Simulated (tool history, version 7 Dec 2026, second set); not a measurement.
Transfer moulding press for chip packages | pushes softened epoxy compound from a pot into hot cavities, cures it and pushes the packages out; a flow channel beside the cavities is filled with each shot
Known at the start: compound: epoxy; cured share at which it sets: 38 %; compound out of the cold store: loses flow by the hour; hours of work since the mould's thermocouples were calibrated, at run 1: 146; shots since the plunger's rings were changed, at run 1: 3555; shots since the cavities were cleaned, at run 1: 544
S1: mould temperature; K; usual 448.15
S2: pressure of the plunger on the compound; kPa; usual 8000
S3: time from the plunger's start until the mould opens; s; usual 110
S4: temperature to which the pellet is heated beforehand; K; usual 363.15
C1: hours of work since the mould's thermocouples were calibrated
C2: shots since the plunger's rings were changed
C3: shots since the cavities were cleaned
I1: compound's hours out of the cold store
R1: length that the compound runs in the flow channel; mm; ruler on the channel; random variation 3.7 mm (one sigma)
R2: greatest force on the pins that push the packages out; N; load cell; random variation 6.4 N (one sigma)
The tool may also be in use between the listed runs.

{"run": 1, "hour": 0.0, "S1": 448.15, "S2": 8000, "S3": 110, "S4": 363.15, "C1": 146, "C2": 3555, "C3": 544, "I1": 27, "R1": 758, "R2": 395}
{"run": 2, "hour": 8.6, "S1": 448.15, "S2": 8000, "S3": 110, "S4": 363.15, "C1": 150, "C2": 3625, "C3": 614, "I1": 20.7, "R1": 778, "R2": 405}
{"run": 3, "hour": 19.7, "S1": 448.15, "S2": 8000, "S3": 106, "S4": 363.15, "C1": 155, "C2": 3714, "C3": 703, "I1": 27.3, "R1": 753, "R2": 443}
{"run": 4, "hour": 32.2, "S1": 448.15, "S2": 8000, "S3": 110, "S4": 363.15, "C1": 161, "C2": 3815, "C3": 804, "I1": 14.4, "R1": 796, "R2": 449}
{"run": 5, "hour": 40.2, "S1": 448.15, "S2": 8000, "S3": 106, "S4": 363.15, "C1": 164, "C2": 3879, "C3": 868, "I1": 44.5, "R1": 705, "R2": 446}
{"run": 6, "hour": 46.3, "S1": 448.15, "S2": 8000, "S3": 106, "S4": 363.15, "C1": 167, "C2": 3929, "C3": 918, "I1": 20.7, "R1": 769, "R2": 495}
{"run": 7, "hour": 53.5, "S1": 448.15, "S2": 8000, "S3": 106, "S4": 363.15, "C1": 170, "C2": 3986, "C3": 975, "I1": 38.3, "R1": 712, "R2": 468}
{"run": 8, "hour": 62.4, "S1": 448.15, "S2": 8000, "S3": 110, "S4": 363.15, "C1": 174, "C2": 4058, "C3": 1047, "I1": 33.5, "R1": 736, "R2": 465}
{"hour": 67.0, "done": "cavities cleaned with cleaning compound and waxed"}
{"run": 9, "hour": 70.8, "S1": 448.15, "S2": 8000, "S3": 110, "S4": 363.15, "C1": 177, "C2": 4113, "C3": 30, "I1": 43.3, "R1": 703, "R2": 251}
{"run": 10, "hour": 83.8, "S1": 448.15, "S2": 8000, "S3": 110, "S4": 363.15, "C1": 183, "C2": 4218, "C3": 135, "I1": 37.7, "R1": 716, "R2": 297}
{"run": 11, "hour": 94.4, "S1": 448.15, "S2": 8000, "S3": 110, "S4": 363.15, "C1": 188, "C2": 4304, "C3": 221, "I1": 29.7, "R1": 745, "R2": 336}
{"run": 12, "hour": 100.7, "S1": 448.15, "S2": 8640, "S3": 110, "S4": 363.15, "C1": 191, "C2": 4355, "C3": 272, "I1": 40.2, "R1": 740, "R2": 327}
{"run": 13, "hour": 107.6, "S1": 448.15, "S2": 8640, "S3": 110, "S4": 363.15, "C1": 194, "C2": 4411, "C3": 328, "I1": 34.2, "R1": 757, "R2": 344}
{"run": 14, "hour": 119.3, "S1": 448.15, "S2": 8000, "S3": 110, "S4": 363.15, "C1": 199, "C2": 4505, "C3": 422, "I1": 42.9, "R1": 703, "R2": 365}
{"run": 15, "hour": 133.8, "S1": 448.15, "S2": 8000, "S3": 131, "S4": 369.15, "C1": 206, "C2": 4621, "C3": 538, "I1": 12.4, "R1": 792, "R2": 350}
{"run": 16, "hour": 141.1, "S1": 442.15, "S2": 8000, "S3": 131, "S4": 363.15, "C1": 209, "C2": 4680, "C3": 597, "I1": 29.9, "R1": 763, "R2": 452}
{"run": 17, "hour": 147.9, "S1": 442.15, "S2": 8000, "S3": 131, "S4": 363.15, "C1": 212, "C2": 4735, "C3": 652, "I1": 13.8, "R1": 821, "R2": 467}
{"run": 18, "hour": 161.6, "S1": 452.15, "S2": 8620, "S3": 138, "S4": 360.15, "C1": 218, "C2": 4846, "C3": 763, "I1": 24, "R1": 775, "R2": 364}
{"run": 19, "hour": 172.6, "S1": 450.15, "S2": 8620, "S3": 138, "S4": 360.15, "C1": 223, "C2": 4934, "C3": 851, "I1": 12.2, "R1": 819, "R2": 397}
{"run": 20, "hour": 182.1, "S1": 449.15, "S2": 6920, "S3": 138, "S4": 360.15, "C1": 227, "C2": 5010, "C3": 927, "I1": 38.5, "R1": 659, "R2": 411}
{"run": 21, "hour": 196.3, "S1": 440.15, "S2": 6800, "S3": 110, "S4": 366.15, "C1": 234, "C2": 5125, "C3": 1042, "I1": 28.4, "R1": 715, "R2": 781}
{"hour": 201.3, "done": "cavities cleaned with cleaning compound and waxed"}
{"run": 22, "hour": 206.7, "S1": 445.15, "S2": 8000, "S3": 110, "S4": 370.15, "C1": 238, "C2": 5197, "C3": 44, "I1": 32.9, "R1": 738, "R2": 308}
{"run": 23, "hour": 214.7, "S1": 445.15, "S2": 8000, "S3": 110, "S4": 370.15, "C1": 241, "C2": 5261, "C3": 108, "I1": 20.2, "R1": 776, "R2": 331}
{"run": 24, "hour": 223.6, "S1": 449.15, "S2": 9620, "S3": 116, "S4": 369.15, "C1": 245, "C2": 5333, "C3": 180, "I1": 19.6, "R1": 838, "R2": 289}
{"run": 25, "hour": 236.4, "S1": 451.15, "S2": 9620, "S3": 116, "S4": 370.15, "C1": 251, "C2": 5437, "C3": 284, "I1": 19.1, "R1": 827, "R2": 303}
{"run": 26, "hour": 250.4, "S1": 451.15, "S2": 7010, "S3": 116, "S4": 353.15, "C1": 257, "C2": 5549, "C3": 396, "I1": 14.2, "R1": 726, "R2": 338}
{"run": 27, "hour": 264.7, "S1": 451.15, "S2": 7010, "S3": 116, "S4": 353.15, "C1": 264, "C2": 5664, "C3": 511, "I1": 38.3, "R1": 652, "R2": 369}
{"run": 28, "hour": 275.7, "S1": 455.15, "S2": 8720, "S3": 110, "S4": 362.15, "C1": 269, "C2": 5753, "C3": 600, "I1": 47.9, "R1": 685, "R2": 348}

5 ways to go on from here, each from the tool as it stands after run 28. What would each give?
{"run": "A", "hour": 289.5, "S1": 448.15, "S2": 8000, "S3": 127, "S4": 363.15, "C1": 275, "C2": 5864, "C3": 711, "I1": 42.7, "R1": "?", "R2": "?"}
{"run": "B", "hour": 289.5, "S1": 448.15, "S2": 7060, "S3": 110, "S4": 363.15, "C1": 275, "C2": 5864, "C3": 711, "I1": 40.1, "R1": "?", "R2": "?"}
{"run": "C", "hour": 289.5, "S1": 443.15, "S2": 8440, "S3": 110, "S4": 372.15, "C1": 275, "C2": 5864, "C3": 711, "I1": 9.5, "R1": "?", "R2": "?"}
{"run": "D", "hour": 289.5, "S1": 451.15, "S2": 7610, "S3": 110, "S4": 363.15, "C1": 275, "C2": 5864, "C3": 711, "I1": 24.9, "R1": "?", "R2": "?"}
{"run": "E", "hour": 289.5, "S1": 448.15, "S2": 7060, "S3": 93, "S4": 356.15, "C1": 275, "C2": 5864, "C3": 711, "I1": 16.6, "R1": "?", "R2": "?"}

run=A R1=694 R2=375
run=B R1=651 R2=417
run=C R1=841 R2=583
run=D R1=723 R2=390
run=E R1=727 R2=577
Without the tool's hidden state the same runs would have given:
run=A R1=735 R2=213
run=B R1=690 R2=234
run=C R1=891 R2=322
run=D R1=766 R2=220
run=E R1=770 R2=323
